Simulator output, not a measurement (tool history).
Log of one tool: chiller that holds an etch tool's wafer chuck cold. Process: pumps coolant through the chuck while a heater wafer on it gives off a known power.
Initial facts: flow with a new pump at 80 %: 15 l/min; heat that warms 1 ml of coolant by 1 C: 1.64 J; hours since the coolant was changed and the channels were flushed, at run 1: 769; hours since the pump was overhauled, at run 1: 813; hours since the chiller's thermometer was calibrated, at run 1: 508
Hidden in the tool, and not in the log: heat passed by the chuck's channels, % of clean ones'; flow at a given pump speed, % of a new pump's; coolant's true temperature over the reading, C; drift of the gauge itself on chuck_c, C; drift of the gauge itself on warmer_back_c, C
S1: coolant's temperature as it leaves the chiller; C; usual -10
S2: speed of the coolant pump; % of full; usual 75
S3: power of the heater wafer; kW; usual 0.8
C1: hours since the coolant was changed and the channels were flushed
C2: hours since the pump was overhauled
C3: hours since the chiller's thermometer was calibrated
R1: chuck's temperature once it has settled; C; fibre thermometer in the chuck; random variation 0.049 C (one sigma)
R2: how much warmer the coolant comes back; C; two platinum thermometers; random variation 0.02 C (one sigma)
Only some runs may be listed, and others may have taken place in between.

Run 1, hour 0: usual settings; C1 769; C2 813; C3 508. Result: R1 -4.18 C, R2 2.09 C.
Run 2, hour 44.2: usual settings; C1 813; C2 858; C3 552. Result: R1 -4.19 C, R2 2.1 C.
Run 3, hour 65.3: usual settings; C1 834; C2 879; C3 573. Result: R1 -4.19 C, R2 2.1 C.
Run 4, hour 107: usual settings but S2 90 % of full; C1 876; C2 920; C3 615. Result: R1 -4.92 C, R2 1.76 C.
Run 5, hour 126.8: usual settings but S3 0.624 kW; C1 895; C2 940; C3 634. Result: R1 -5.48 C, R2 1.66 C.
Run 6, hour 150.3: usual settings but S3 0.624 kW; C1 919; C2 964; C3 658. Result: R1 -5.57 C, R2 1.62 C.
Run 7, hour 190.6: usual settings but S3 0.624 kW; C1 959; C2 1004; C3 698. Result: R1 -5.44 C, R2 1.62 C.
Run 8, hour 229.3: usual settings; C1 998; C2 1043; C3 737. Result: R1 -4.11 C, R2 2.13 C.
Run 9, hour 262.4: usual settings; C1 1031; C2 1076; C3 770. Result: R1 -4.19 C, R2 2.1 C.
Run 10, hour 300.7: usual settings; C1 1069; C2 1114; C3 808. Result: R1 -4.19 C, R2 2.1 C.
Run 11, hour 341.3: usual settings; C1 1110; C2 1155; C3 849. Result: R1 -4.22 C, R2 2.14 C.
Run 12, hour 379.9: usual settings; C1 1148; C2 1193; C3 888. Result: R1 -4.2 C, R2 2.12 C.
Run 13, hour 421.6: usual settings; C1 1190; C2 1235; C3 929. Result: R1 -4.19 C, R2 2.14 C.
Run 14, hour 464.3: usual settings but S1 -9 C, S3 0.74 kW; C1 1233; C2 1278; C3 972. Result: R1 -3.55 C, R2 1.98 C.
Run 15, hour 491.8: usual settings but S1 -9 C, S2 66 % of full, S3 0.74 kW; C1 1260; C2 1305; C3 1000. Result: R1 -3.09 C, R2 2.23 C.
Run 16, hour 516.7: usual settings but S1 -9 C, S2 68 % of full, S3 0.414 kW; C1 1285; C2 1330; C3 1024. Result: R1 -5.75 C, R2 1.24 C.
Run 17, hour 543.7: usual settings but S1 -9 C, S2 68 % of full, S3 0.414 kW; C1 1312; C2 1357; C3 1051. Result: R1 -5.65 C, R2 1.2 C.
At hour 552.1: coolant pump overhauled.
Run 18, hour 589.6: usual settings but S2 81 % of full; C1 1353; C2 37; C3 1092. Result: R1 -4.55 C, R2 1.95 C.
Run 19, hour 633.7: usual settings but S2 80 % of full, S3 0.701 kW; C1 1397; C2 82; C3 1136. Result: R1 -5.06 C, R2 1.77 C.
Run 20, hour 681.8: usual settings but S2 80 % of full, S3 0.701 kW; C1 1445; C2 130; C3 1185. Result: R1 -5.15 C, R2 1.77 C.
Run 21, hour 723.8: usual settings but S2 80 % of full, S3 0.701 kW; C1 1487; C2 172; C3 1227. Result: R1 -5.06 C, R2 1.75 C.
Run 22, hour 766.4: usual settings but S2 80 % of full, S3 0.701 kW; C1 1530; C2 214; C3 1269. Result: R1 -5.2 C, R2 1.74 C.
Run 23, hour 789.6: usual settings but S1 -13 C, S3 0.507 kW; C1 1553; C2 238; C3 1292. Result: R1 -9.27 C, R2 1.35 C.
At hour 797.4: coolant pump overhauled, once more.
Run 24, hour 827.4: usual settings but S1 -13 C, S3 0.507 kW; C1 1586; C2 30; C3 1325. Result: R1 -9.32 C, R2 1.33 C.

5 options for the next run, each taken on its own from the tool as it stands now. Forecast them:
Run A, hour 867.9: usual settings but S1 -2 C, S2 79 % of full, S3 0.765 kW; C1 1626; C2 70; C3 1366. Result: R1 ?, R2 ?.
Run B, hour 867.9: usual settings but S1 -11 C, S2 89 % of full, S3 1.199 kW; C1 1626; C2 70; C3 1366. Result: R1 ?, R2 ?.
Run C, hour 867.9: usual settings but S1 -9 C, S2 94 % of full, S3 0.436 kW; C1 1626; C2 70; C3 1366. Result: R1 ?, R2 ?.
Run D, hour 867.9: usual settings but S2 60 % of full, S3 1.198 kW; C1 1626; C2 70; C3 1366. Result: R1 ?, R2 ?.
Run E, hour 867.9: usual settings but S1 0 C, S3 1.072 kW; C1 1626; C2 70; C3 1366. Result: R1 ?, R2 ?.

run     R1    R2
  A   3.26  1.83
  B  -3.35  2.59
  C  -6.28  0.89
  D   0.02  3.89
  E   7.71  2.77
Without the tool's unlogged condition, the same runs would have read:
run     R1    R2
  A   3.19  1.85
  B  -3.46  2.62
  C  -6.31  0.89
  D  -0.13  3.93
  E    7.6  2.79
